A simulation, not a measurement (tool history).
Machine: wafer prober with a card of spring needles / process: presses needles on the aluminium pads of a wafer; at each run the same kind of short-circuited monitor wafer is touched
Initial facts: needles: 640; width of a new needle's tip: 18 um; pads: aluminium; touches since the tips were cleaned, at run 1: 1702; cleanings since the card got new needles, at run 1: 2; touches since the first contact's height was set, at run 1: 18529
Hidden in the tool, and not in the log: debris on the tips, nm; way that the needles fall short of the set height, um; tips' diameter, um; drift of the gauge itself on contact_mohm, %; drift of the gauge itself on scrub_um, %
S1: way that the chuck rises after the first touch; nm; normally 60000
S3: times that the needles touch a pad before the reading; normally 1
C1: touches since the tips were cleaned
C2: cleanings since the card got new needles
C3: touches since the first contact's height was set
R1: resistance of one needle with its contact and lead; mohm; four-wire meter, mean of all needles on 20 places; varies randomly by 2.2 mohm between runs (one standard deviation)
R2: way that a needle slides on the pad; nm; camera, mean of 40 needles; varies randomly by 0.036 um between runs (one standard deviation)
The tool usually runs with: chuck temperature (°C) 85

run 1 hour=0.0 | S1=60000 chuck_temperature_(°C)=85 S3=1 | C1=1702 C2=2 C3=18529 | R1=352 R2=14050
run 2 hour=10.9 | S1=60000 chuck_temperature_(°C)=85 S3=1 | C1=5519 C2=2 C3=22346 | R1=496 R2=14070
-- hour=16.7 tips cleaned on abrasive film
run 3 hour=17.4 | S1=60000 chuck_temperature_(°C)=85 S3=1 | C1=234 C2=3 C3=24589 | R1=278 R2=14050
run 4 hour=24.8 | S1=60000 chuck_temperature_(°C)=85 S3=1 | C1=2864 C2=3 C3=27219 | R1=415 R2=14090
run 5 hour=29.6 | S1=60000 chuck_temperature_(°C)=53 S3=1 | C1=4521 C2=3 C3=28876 | R1=475 R2=14000
-- hour=38.8 tips cleaned on abrasive film
run 6 hour=40.3 | S1=48000 chuck_temperature_(°C)=106 S3=3 | C1=526 C2=4 C3=32615 | R1=301 R2=11280
run 7 hour=51.2 | S1=60000 chuck_temperature_(°C)=106 S3=2 | C1=4345 C2=4 C3=36434 | R1=385 R2=14030
run 8 hour=58.9 | S1=72000 chuck_temperature_(°C)=106 S3=2 | C1=7068 C2=4 C3=39157 | R1=366 R2=16890
-- hour=60.8 tips cleaned on abrasive film
run 9 hour=66.5 | S1=42000 chuck_temperature_(°C)=85 S3=1 | C1=1993 C2=5 C3=41763 | R1=517 R2=9830
run 10 hour=74.1 | S1=42000 chuck_temperature_(°C)=85 S3=1 | C1=4669 C2=5 C3=44439 | R1=712 R2=9830

Each row is a separate what-if for the run after 10, all from the same tool condition, not one after another. Results?
-- hour=82.8 tips cleaned on abrasive film
run A hour=83.6 | S1=63000 chuck_temperature_(°C)=30 S3=1 | C1=281 C2=6 C3=47756 | R1=? R2=?
-- hour=82.8 tips cleaned on abrasive film
run B hour=83.6 | S1=60000 chuck_temperature_(°C)=85 S3=3 | C1=281 C2=6 C3=47756 | R1=? R2=?
-- hour=82.8 tips cleaned on abrasive film
run C hour=83.6 | S1=60000 chuck_temperature_(°C)=40 S3=2 | C1=281 C2=6 C3=47756 | R1=? R2=?

run=A R1=273 R2=14690
run=B R1=262 R2=14050
run=C R1=262 R2=14040
Without the tool's unlogged condition, the same runs would have read:
run=A R1=231 R2=14760
run=B R1=247 R2=14120
run=C R1=235 R2=14110
